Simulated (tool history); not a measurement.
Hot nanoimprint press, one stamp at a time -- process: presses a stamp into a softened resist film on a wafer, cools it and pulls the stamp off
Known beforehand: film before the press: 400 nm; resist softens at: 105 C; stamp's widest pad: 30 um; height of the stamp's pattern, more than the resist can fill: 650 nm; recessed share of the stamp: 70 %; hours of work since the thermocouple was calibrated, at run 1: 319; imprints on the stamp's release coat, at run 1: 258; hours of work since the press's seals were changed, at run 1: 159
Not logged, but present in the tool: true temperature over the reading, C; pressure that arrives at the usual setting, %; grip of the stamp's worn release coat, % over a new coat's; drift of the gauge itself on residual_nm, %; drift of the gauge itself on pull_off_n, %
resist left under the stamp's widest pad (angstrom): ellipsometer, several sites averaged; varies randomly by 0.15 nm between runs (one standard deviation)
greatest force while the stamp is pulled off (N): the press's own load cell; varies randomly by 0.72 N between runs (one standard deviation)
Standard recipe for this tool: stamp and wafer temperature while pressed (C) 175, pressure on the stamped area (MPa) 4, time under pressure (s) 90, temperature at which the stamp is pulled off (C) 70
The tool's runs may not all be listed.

| run | day | stamp and wafer temperature while pressed (C) | pressure on the stamped area (MPa) | time under pressure (s) | temperature at which the stamp is pulled off (C) | hours of work since the thermocouple was calibrated | imprints on the stamp's release coat | hours of work since the press's seals were changed | resist left under the stamp's widest pad (angstrom) | greatest force while the stamp is pulled off (N) |
|---|---|---|---|---|---|---|---|---|---|---|
| 1 | 0 | 175 | 4 | 90 | 70 | 319 | 258 | 159 | 1885 | 195.2 |
| 2 | 1.596 | 175 | 4 | 90 | 70 | 334 | 370 | 174 | 1886 | 195.9 |
| 3 | 3.025 | 175 | 4 | 90 | 70 | 348 | 470 | 188 | 1883 | 197 |
| 4 | 5.762 | 175 | 5.18 | 90 | 70 | 375 | 662 | 215 | 1650 | 197.5 |
|  | 6.946 | plate thermocouple calibrated |
|  | 8.283 | stamp cleaned and given a new release coat |
| 5 | 8.754 | 175 | 5.18 | 90 | 70 | 15 | 33 | 240 | 1647 | 197.1 |
| 6 | 11.783 | 175 | 3.92 | 90 | 70 | 44 | 245 | 269 | 1907 | 197.6 |
| 7 | 14.533 | 175 | 4 | 90 | 70 | 71 | 438 | 296 | 1886 | 199.2 |
| 8 | 15.925 | 175 | 4 | 90 | 70 | 84 | 536 | 309 | 1888 | 196.3 |
| 9 | 17.996 | 175 | 4 | 90 | 65 | 104 | 681 | 329 | 1883 | 227.9 |
|  | 20.221 | stamp cleaned and given a new release coat |
| 10 | 20.9 | 175 | 4 | 90 | 65 | 130 | 48 | 355 | 1887 | 227.4 |
| 11 | 23.038 | 175 | 4 | 90 | 65 | 151 | 198 | 376 | 1886 | 227.5 |
| 12 | 24.738 | 175 | 4 | 90 | 65 | 167 | 317 | 392 | 1885 | 228.6 |
| 13 | 26.375 | 175 | 4 | 90 | 65 | 183 | 432 | 408 | 1885 | 228 |
| 14 | 29.3 | 175 | 4 | 90 | 65 | 211 | 637 | 436 | 1884 | 228.8 |
|  | 32.133 | stamp cleaned and given a new release coat |
| 15 | 32.546 | 175 | 4 | 90 | 70 | 240 | 29 | 465 | 1886 | 198.1 |
| 16 | 35.433 | 175 | 4 | 88 | 64 | 268 | 231 | 493 | 1900 | 234 |
| 17 | 37.058 | 175 | 4 | 90 | 62 | 284 | 345 | 509 | 1886 | 246 |
| 18 | 38.946 | 175 | 5.6 | 90 | 55 | 302 | 477 | 527 | 1584 | 288 |
| 19 | 41.954 | 166 | 3.22 | 125 | 73 | 331 | 688 | 556 | 2548 | 182.6 |
| 20 | 43.412 | 175 | 2.68 | 54 | 70 | 346 | 790 | 570 | 2633 | 199.6 |
|  | 44.083 | stamp cleaned and given a new release coat |
| 21 | 46.579 | 179 | 3.21 | 79 | 76 | 374 | 175 | 599 | 1922 | 163.2 |
|  | 47.862 | plate thermocouple calibrated |
| 22 | 49.625 | 179 | 3.21 | 79 | 76 | 17 | 379 | 627 | 1923 | 164.2 |
| 23 | 52.162 | 170 | 3.02 | 107 | 65 | 42 | 557 | 651 | 2408 | 229.7 |
| 24 | 54.912 | 181 | 4.39 | 177 | 71 | 68 | 750 | 678 | 1126 | 194.2 |
|  | 56.121 | stamp cleaned and given a new release coat |
| 25 | 58.079 | 181 | 4.39 | 177 | 71 | 96 | 137 | 706 | 1126 | 193.1 |
| 26 | 60.925 | 181 | 4.39 | 154 | 72 | 124 | 337 | 734 | 1188 | 188.1 |
| 27 | 63.346 | 181 | 5.2 | 154 | 72 | 147 | 507 | 757 | 1081 | 189 |
| 28 | 64.746 | 181 | 5.2 | 134 | 60 | 161 | 605 | 771 | 1140 | 259 |
| 29 | 66.746 | 175 | 2.61 | 97 | 66 | 180 | 745 | 790 | 2259 | 223.8 |

Here are 4 independent what-if runs from the current tool condition. What would each one return?
|  | 67.883 | stamp cleaned and given a new release coat |
| A | 69.662 | 178 | 4 | 90 | 68 | 206 | 125 | 816 | ? | ? |
|  | 67.883 | stamp cleaned and given a new release coat |
| B | 69.662 | 175 | 4.56 | 141 | 66 | 206 | 125 | 816 | ? | ? |
|  | 67.883 | stamp cleaned and given a new release coat |
| C | 69.662 | 175 | 3.58 | 112 | 76 | 206 | 125 | 816 | ? | ? |
|  | 67.883 | stamp cleaned and given a new release coat |
| D | 69.662 | 175 | 4.04 | 91 | 66 | 206 | 125 | 816 | ? | ? |

| run | resist left under the stamp's widest pad (angstrom) | greatest force while the stamp is pulled off (N) |
|---|---|---|
| A | 1697 | 212.8 |
| B | 1499 | 225.6 |
| C | 1853 | 165.2 |
| D | 1870 | 224.9 |
Without the tool's hidden state the same runs would have given:
| run | resist left under the stamp's widest pad (angstrom) | greatest force while the stamp is pulled off (N) |
|---|---|---|
| A | 1697 | 209.1 |
| B | 1499 | 221.6 |
| C | 1853 | 162.3 |
| D | 1871 | 221 |
